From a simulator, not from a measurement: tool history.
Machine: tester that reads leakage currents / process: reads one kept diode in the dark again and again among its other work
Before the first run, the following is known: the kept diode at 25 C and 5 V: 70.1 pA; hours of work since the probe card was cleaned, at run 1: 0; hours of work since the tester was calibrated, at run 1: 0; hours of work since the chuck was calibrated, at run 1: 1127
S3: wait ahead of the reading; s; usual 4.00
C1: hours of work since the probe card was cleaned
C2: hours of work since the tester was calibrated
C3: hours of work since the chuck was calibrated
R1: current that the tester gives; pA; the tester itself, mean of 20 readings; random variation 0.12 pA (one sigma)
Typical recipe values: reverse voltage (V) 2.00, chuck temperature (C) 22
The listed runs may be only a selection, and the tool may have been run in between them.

Run 1, hour 0.0: usual settings; C1 0; C2 0; C3 1127. Result: R1 37.14 pA.
Run 2, hour 95.9: usual settings; C1 41; C2 41; C3 1168. Result: R1 37.30 pA.
Run 3, hour 254.7: usual settings; C1 109; C2 109; C3 1236. Result: R1 37.20 pA.
Run 4, hour 364.2: usual settings; C1 155; C2 155; C3 1282. Result: R1 37.23 pA.
Run 5, hour 529.9: usual settings but chuck temperature (C) 55; C1 226; C2 226; C3 1353. Result: R1 357.15 pA.
Run 6, hour 683.1: usual settings; C1 292; C2 292; C3 1418. Result: R1 37.19 pA.
Run 7, hour 791.7: usual settings but S3 2.21 s; C1 338; C2 338; C3 1465. Result: R1 37.43 pA.
Run 8, hour 961.5: usual settings but S3 2.21 s; C1 410; C2 410; C3 1537. Result: R1 37.45 pA.
Run 9, hour 1119.0: usual settings but S3 2.21 s; C1 478; C2 478; C3 1605. Result: R1 37.47 pA.
Run 10, hour 1246.3: usual settings but S3 2.21 s; C1 532; C2 532; C3 1659. Result: R1 37.43 pA.
Run 11, hour 1422.2: usual settings but S3 2.21 s; C1 607; C2 607; C3 1734. Result: R1 37.13 pA.
At hour 1493.3: chuck's temperature calibrated.
Run 12, hour 1610.2: usual settings but reverse voltage (V) 6.06, chuck temperature (C) 57, S3 7.47 s; C1 687; C2 687; C3 50. Result: R1 661.90 pA.
Run 13, hour 1695.3: usual settings but S3 0.44 s; C1 723; C2 723; C3 86. Result: R1 38.36 pA.

For run 14, what comes out?
Run 14, hour 1792.9: usual settings but reverse voltage (V) 6.04, chuck temperature (C) 51, S3 0.44 s; C1 765; C2 765; C3 128. Result: R1 ?.

Run 14 yielded R1 463.13 pA.
With no hidden state in the tool, this same run would have given R1 463.15 pA.
